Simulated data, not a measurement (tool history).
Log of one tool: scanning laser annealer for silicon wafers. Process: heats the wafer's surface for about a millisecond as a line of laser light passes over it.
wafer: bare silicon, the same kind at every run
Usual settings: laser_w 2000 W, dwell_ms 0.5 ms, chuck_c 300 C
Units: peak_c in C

run,hour,laser_w,dwell_ms,chuck_c,peak_c
1,0,2000,0.5,300,1065
2,15.1,2000,0.5,300,1065
3,34.6,2000,0.5,300,1062
4,45.9,2000,0.5,300,1063
5,64.6,2000,0.5,300,1056
6,88.3,2000,0.5,300,1060
# hour 96.9: window over the wafer cleaned
7,104,1981,0.5,300,1069
8,127.1,2143,0.509,320,1168
9,137.3,1961,0.434,303,1012
10,154.5,1961,0.371,298,954
11,167.5,1961,0.371,298,952
12,177.8,2000,0.362,317,978
13,191.7,1746,0.575,339,1059

The same runs without the tool's hidden state, with the same run-to-run variation:
The hidden state here: light that passes the window, % of a clean one's; laser's true power over the reading, %; width of the line over the set one, %; drift of the gauge itself on peak_c, C.
run,peak_c
1,1087
2,1088
3,1086
4,1088
5,1081
6,1086
7,1072
8,1173
9,1017
10,958
11,957
12,984
13,1066

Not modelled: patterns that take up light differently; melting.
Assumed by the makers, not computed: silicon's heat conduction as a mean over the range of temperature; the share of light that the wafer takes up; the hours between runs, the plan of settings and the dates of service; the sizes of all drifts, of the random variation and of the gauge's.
